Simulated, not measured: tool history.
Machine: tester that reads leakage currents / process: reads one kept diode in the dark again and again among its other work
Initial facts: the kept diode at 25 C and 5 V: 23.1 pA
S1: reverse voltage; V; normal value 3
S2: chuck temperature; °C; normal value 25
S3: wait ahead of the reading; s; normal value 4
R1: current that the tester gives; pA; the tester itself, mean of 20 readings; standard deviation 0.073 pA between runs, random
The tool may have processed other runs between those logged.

run	hour	S1	S2	S3	R1
1	0	3	25	4	22.17
2	90.8	3	25	4	22.26
3	227.8	3	54	4	123.69
4	328.7	3	54	4	122.77
5	392.6	3	54	4	122.64
6	513.1	3	54	4	122.44
7	616.2	3	25	4	22.93
8	706.3	3	25	4	22.98
9	808.8	3	25	4	23.16
# hour 892.1: tester calibrated
10	930.3	12.82	25	4	65.01
11	1047.3	13.9	28	8.78	79.06
12	1183.4	11.75	25	0.68	64.94
# hour 1223.2: probe card cleaned and baked
13	1325.8	13.29	26	4	41.8
14	1475.9	13.29	26	4	42.79
15	1596.1	13.29	26	4	43.74
16	1752.1	3	31	4	26.72
17	1824.5	3.14	60	0.42	171.62
18	1921.6	7.47	20	4	21.74

Forecast each of these 4 alternatives for the next run:
A	2039.7	3	45	5.85	?
B	2039.7	3	40	4.97	?
C	2039.7	4.03	22	0.55	?
D	2039.7	3.02	24	5.91	?

run	R1
A	67.51
B	48.41
C	18.61
D	16.88
Without the tool's unlogged condition, the same runs would have read:
run	R1
A	69.62
B	49.66
C	17.94
D	16.58
